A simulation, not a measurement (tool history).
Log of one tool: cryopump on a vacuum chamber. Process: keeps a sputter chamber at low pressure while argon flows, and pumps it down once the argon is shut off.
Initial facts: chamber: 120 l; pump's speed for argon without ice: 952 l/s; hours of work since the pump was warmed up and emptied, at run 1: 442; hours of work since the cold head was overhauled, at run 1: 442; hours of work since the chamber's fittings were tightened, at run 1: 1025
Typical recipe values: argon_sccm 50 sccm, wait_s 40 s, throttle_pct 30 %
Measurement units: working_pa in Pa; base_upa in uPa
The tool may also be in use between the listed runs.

| run | hour | argon_sccm | wait_s | throttle_pct | hours of work since the pump was warmed up and emptied | hours of work since the cold head was overhauled | hours of work since the chamber's fittings were tightened | working_pa | base_upa |
|---|---|---|---|---|---|---|---|---|---|
| 1 | 0 | 50 | 40 | 30 | 442 | 442 | 1025 | 0.3184 | 6.42 |
| 2 | 34.7 | 27 | 40 | 30 | 457 | 457 | 1040 | 0.1731 | 6.57 |
| 3 | 60.1 | 50 | 40 | 30 | 467 | 467 | 1051 | 0.3221 | 6.52 |
| 4 | 78.1 | 50 | 40 | 30 | 475 | 475 | 1059 | 0.3195 | 6.74 |
| 5 | 105 | 50 | 40 | 30 | 487 | 487 | 1070 | 0.3219 | 6.68 |
|  | 112.6 | pump warmed up, emptied and cooled again |
| 6 | 141.6 | 50 | 80 | 30 | 12 | 500 | 1084 | 0.2973 | 4.15 |
| 7 | 158.9 | 50 | 40 | 30 | 20 | 508 | 1091 | 0.2969 | 6.13 |
| 8 | 178.5 | 68 | 32 | 31 | 28 | 516 | 1100 | 0.3937 | 7.31 |
| 9 | 212.2 | 25 | 68 | 34 | 43 | 531 | 1114 | 0.1314 | 4.52 |
| 10 | 234.7 | 25 | 68 | 34 | 52 | 540 | 1124 | 0.1328 | 4.63 |
| 11 | 257.4 | 61 | 68 | 17 | 62 | 550 | 1133 | 0.6425 | 4.68 |
| 12 | 283.9 | 50 | 157 | 37 | 73 | 561 | 1145 | 0.243 | 3.36 |
| 13 | 308.7 | 50 | 113 | 37 | 84 | 572 | 1155 | 0.245 | 3.85 |

Alternative continuations, all from the tool just after run 13; predict every row:
| A | 341.6 | 50 | 225 | 37 | 98 | 586 | 1170 | ? | ? |
| B | 341.6 | 50 | 158 | 47 | 98 | 586 | 1170 | ? | ? |
| C | 341.6 | 50 | 40 | 29 | 98 | 586 | 1170 | ? | ? |
| D | 341.6 | 24 | 40 | 57 | 98 | 586 | 1170 | ? | ? |
| E | 341.6 | 25 | 185 | 52 | 98 | 586 | 1170 | ? | ? |

| run | working_pa | base_upa |
|---|---|---|
| A | 0.2456 | 3.11 |
| B | 0.1948 | 3.49 |
| C | 0.3115 | 6.39 |
| D | 0.0771 | 6.35 |
| E | 0.0887 | 3.27 |
With the hidden condition removed and each run's random variation left untouched, the same runs would have given:
| run | working_pa | base_upa |
|---|---|---|
| A | 0.2398 | 1.01 |
| B | 0.189 | 1.3 |
| C | 0.3058 | 4.26 |
| D | 0.0743 | 4.22 |
| E | 0.0858 | 1.17 |
